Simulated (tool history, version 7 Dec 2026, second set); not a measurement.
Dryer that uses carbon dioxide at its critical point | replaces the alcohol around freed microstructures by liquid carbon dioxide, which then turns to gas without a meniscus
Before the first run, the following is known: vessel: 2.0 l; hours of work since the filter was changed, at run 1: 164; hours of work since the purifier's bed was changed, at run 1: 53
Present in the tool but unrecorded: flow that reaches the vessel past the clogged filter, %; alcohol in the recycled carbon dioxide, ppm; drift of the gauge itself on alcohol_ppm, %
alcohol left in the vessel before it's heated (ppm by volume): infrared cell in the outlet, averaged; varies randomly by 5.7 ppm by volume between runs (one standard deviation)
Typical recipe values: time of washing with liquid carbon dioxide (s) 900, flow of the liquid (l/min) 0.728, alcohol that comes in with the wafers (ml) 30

run,hour,time of washing with liquid carbon dioxide (s),flow of the liquid (l/min),alcohol that comes in with the wafers (ml),hours of work since the filter was changed,hours of work since the purifier's bed was changed,alcohol left in the vessel before it's heated (ppm by volume)
1,0,900,0.728,30,164,53,302
2,33.6,900,0.468,30,188,76,1226
3,55.8,900,0.468,30,204,92,1261
4,86.9,900,0.728,30,226,114,344
5,140.1,900,0.728,30,263,152,384
6,177.1,900,0.728,30,289,178,418
# hour 195: inlet filter changed
7,210.6,900,0.728,30,11,201,194
8,260.1,900,0.728,30,46,236,215
9,314.1,900,0.728,30,84,274,246
10,358.3,900,0.728,59,115,305,480
11,398.6,900,0.728,30,144,333,283
12,426,600,0.728,23,163,353,816
13,463.2,600,0.728,37,189,379,1349
14,504.3,1200,0.728,27,218,408,105
15,533.6,1200,0.728,27,239,429,107
16,584.5,900,1.157,103,275,465,173
17,611.9,900,1.157,103,294,484,176
# hour 620.7: inlet filter changed
18,641.6,900,0.767,60,15,504,327
19,665.6,1320,0.728,30,32,521,54
20,697.3,960,0.702,55,54,544,360
21,739.4,960,0.574,43,84,573,630

For each run, the measured value with the value that run would have given without the tool's hidden condition subtracted. The run-to-run variation is shared by both, the gauge scatter possibly not:
run,alcohol left in the vessel before it's heated (ppm by volume)
1,+125
2,+382
3,+415
4,+170
5,+211
6,+237
7,+16
8,+34
9,+56
10,+132
11,+96
12,+209
13,+381
14,+61
15,+65
16,+110
17,+125
18,+41
19,+29
20,+69
21,+126

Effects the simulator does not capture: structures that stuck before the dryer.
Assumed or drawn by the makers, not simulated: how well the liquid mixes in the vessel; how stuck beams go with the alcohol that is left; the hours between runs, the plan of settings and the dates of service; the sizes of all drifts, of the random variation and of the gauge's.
